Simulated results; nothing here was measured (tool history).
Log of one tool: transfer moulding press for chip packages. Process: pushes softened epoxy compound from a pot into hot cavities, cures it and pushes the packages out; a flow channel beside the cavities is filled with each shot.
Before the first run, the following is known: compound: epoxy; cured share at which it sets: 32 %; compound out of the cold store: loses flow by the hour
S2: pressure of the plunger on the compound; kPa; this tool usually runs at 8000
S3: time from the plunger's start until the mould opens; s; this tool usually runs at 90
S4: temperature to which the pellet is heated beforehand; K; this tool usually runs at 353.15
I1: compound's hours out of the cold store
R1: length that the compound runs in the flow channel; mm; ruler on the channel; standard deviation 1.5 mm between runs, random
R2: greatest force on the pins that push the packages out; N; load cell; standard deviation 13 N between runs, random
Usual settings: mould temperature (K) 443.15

{"run": 1, "day": 0.0, "mould temperature (K)": 443.15, "S2": 8000, "S3": 90, "S4": 353.15, "I1": 20.7, "R1": 849, "R2": 889}
{"day": 0.588, "done": "cavities cleaned with cleaning compound and waxed"}
{"run": 2, "day": 1.333, "mould temperature (K)": 443.15, "S2": 8000, "S3": 90, "S4": 353.15, "I1": 20.7, "R1": 847, "R2": 741}
{"run": 3, "day": 2.346, "mould temperature (K)": 443.15, "S2": 8000, "S3": 90, "S4": 353.15, "I1": 9.7, "R1": 893, "R2": 850}
{"day": 3.175, "done": "cavities cleaned with cleaning compound and waxed"}
{"run": 4, "day": 3.204, "mould temperature (K)": 443.15, "S2": 8000, "S3": 90, "S4": 361.15, "I1": 37.7, "R1": 770, "R2": 559}
{"run": 5, "day": 3.962, "mould temperature (K)": 443.15, "S2": 8000, "S3": 90, "S4": 361.15, "I1": 28.1, "R1": 807, "R2": 694}
{"run": 6, "day": 5.042, "mould temperature (K)": 443.15, "S2": 8000, "S3": 90, "S4": 361.15, "I1": 26.7, "R1": 809, "R2": 794}
{"day": 5.354, "done": "plunger's sealing rings changed"}
{"day": 5.858, "done": "cavities cleaned with cleaning compound and waxed"}
{"run": 7, "day": 5.979, "mould temperature (K)": 443.15, "S2": 8000, "S3": 90, "S4": 361.15, "I1": 30.0, "R1": 824, "R2": 587}
{"run": 8, "day": 6.896, "mould temperature (K)": 443.15, "S2": 8000, "S3": 82, "S4": 353.15, "I1": 42.7, "R1": 774, "R2": 860}
{"run": 9, "day": 7.517, "mould temperature (K)": 443.15, "S2": 8000, "S3": 82, "S4": 353.15, "I1": 38.3, "R1": 789, "R2": 919}
{"day": 8.479, "done": "cavities cleaned with cleaning compound and waxed"}
{"run": 10, "day": 8.921, "mould temperature (K)": 443.15, "S2": 8000, "S3": 90, "S4": 349.15, "I1": 8.3, "R1": 914, "R2": 703}
{"run": 11, "day": 10.288, "mould temperature (K)": 443.15, "S2": 8000, "S3": 90, "S4": 349.15, "I1": 26.4, "R1": 830, "R2": 829}
{"run": 12, "day": 10.917, "mould temperature (K)": 443.15, "S2": 8000, "S3": 90, "S4": 349.15, "I1": 31.6, "R1": 806, "R2": 859}
{"day": 11.092, "done": "cavities cleaned with cleaning compound and waxed"}
{"run": 13, "day": 11.804, "mould temperature (K)": 443.15, "S2": 8000, "S3": 90, "S4": 353.15, "I1": 22.2, "R1": 845, "R2": 695}
{"run": 14, "day": 12.796, "mould temperature (K)": 443.15, "S2": 8000, "S3": 90, "S4": 353.15, "I1": 43.4, "R1": 754, "R2": 755}
{"day": 13.692, "done": "cavities cleaned with cleaning compound and waxed"}
{"run": 15, "day": 14.154, "mould temperature (K)": 442.15, "S2": 8000, "S3": 90, "S4": 353.15, "I1": 14.4, "R1": 874, "R2": 728}
{"run": 16, "day": 14.946, "mould temperature (K)": 448.15, "S2": 8000, "S3": 80, "S4": 358.15, "I1": 17.3, "R1": 839, "R2": 663}
{"run": 17, "day": 15.821, "mould temperature (K)": 445.15, "S2": 8000, "S3": 122, "S4": 353.15, "I1": 38.5, "R1": 761, "R2": 546}
{"day": 16.083, "done": "plunger's sealing rings changed"}
{"day": 16.35, "done": "cavities cleaned with cleaning compound and waxed"}
{"run": 18, "day": 17.296, "mould temperature (K)": 448.15, "S2": 6080, "S3": 127, "S4": 352.15, "I1": 32.7, "R1": 696, "R2": 483}
{"run": 19, "day": 18.554, "mould temperature (K)": 448.15, "S2": 6080, "S3": 127, "S4": 352.15, "I1": 47.4, "R1": 644, "R2": 521}
{"day": 18.946, "done": "cavities cleaned with cleaning compound and waxed"}
{"run": 20, "day": 19.758, "mould temperature (K)": 448.15, "S2": 8670, "S3": 78, "S4": 354.15, "I1": 12.5, "R1": 915, "R2": 689}
{"run": 21, "day": 20.867, "mould temperature (K)": 448.15, "S2": 8670, "S3": 78, "S4": 354.15, "I1": 27.8, "R1": 843, "R2": 758}
{"day": 21.529, "done": "cavities cleaned with cleaning compound and waxed"}
{"run": 22, "day": 22.112, "mould temperature (K)": 442.15, "S2": 6030, "S3": 78, "S4": 354.15, "I1": 38.0, "R1": 678, "R2": 984}
{"run": 23, "day": 23.388, "mould temperature (K)": 443.15, "S2": 8230, "S3": 90, "S4": 348.15, "I1": 11.9, "R1": 898, "R2": 852}
{"day": 24.104, "done": "cavities cleaned with cleaning compound and waxed"}
{"run": 24, "day": 24.4, "mould temperature (K)": 443.15, "S2": 8230, "S3": 90, "S4": 348.15, "I1": 15.1, "R1": 883, "R2": 649}
{"run": 25, "day": 25.367, "mould temperature (K)": 443.15, "S2": 8000, "S3": 86, "S4": 353.15, "I1": 14.7, "R1": 866, "R2": 847}
{"run": 26, "day": 25.983, "mould temperature (K)": 443.15, "S2": 9350, "S3": 94, "S4": 353.15, "I1": 20.1, "R1": 907, "R2": 737}
{"day": 26.679, "done": "cavities cleaned with cleaning compound and waxed"}
{"day": 26.85, "done": "plunger's sealing rings changed"}
{"run": 27, "day": 26.879, "mould temperature (K)": 443.15, "S2": 9350, "S3": 94, "S4": 350.15, "I1": 27.7, "R1": 903, "R2": 538}
{"run": 28, "day": 28.208, "mould temperature (K)": 438.15, "S2": 8000, "S3": 75, "S4": 353.15, "I1": 27.6, "R1": 844, "R2": 1604}
{"run": 29, "day": 29.196, "mould temperature (K)": 436.15, "S2": 8000, "S3": 82, "S4": 353.15, "I1": 29.0, "R1": 844, "R2": 1728}

Here are 3 independent what-if runs from the current tool condition. What would each one return?
{"day": 29.346, "done": "cavities cleaned with cleaning compound and waxed"}
{"run": "A", "day": 30.542, "mould temperature (K)": 443.15, "S2": 6360, "S3": 90, "S4": 353.15, "I1": 12.5, "R1": "?", "R2": "?"}
{"day": 29.346, "done": "cavities cleaned with cleaning compound and waxed"}
{"run": "B", "day": 30.542, "mould temperature (K)": 441.15, "S2": 8000, "S3": 90, "S4": 343.15, "I1": 30.0, "R1": "?", "R2": "?"}
{"day": 29.346, "done": "cavities cleaned with cleaning compound and waxed"}
{"run": "C", "day": 30.542, "mould temperature (K)": 436.15, "S2": 6970, "S3": 119, "S4": 353.15, "I1": 25.5, "R1": "?", "R2": "?"}

run=A R1=795 R2=779
run=B R1=820 R2=908
run=C R1=799 R2=665
What these runs would have given with no unlogged condition in the tool:
run=A R1=809 R2=640
run=B R1=834 R2=748
run=C R1=813 R2=543
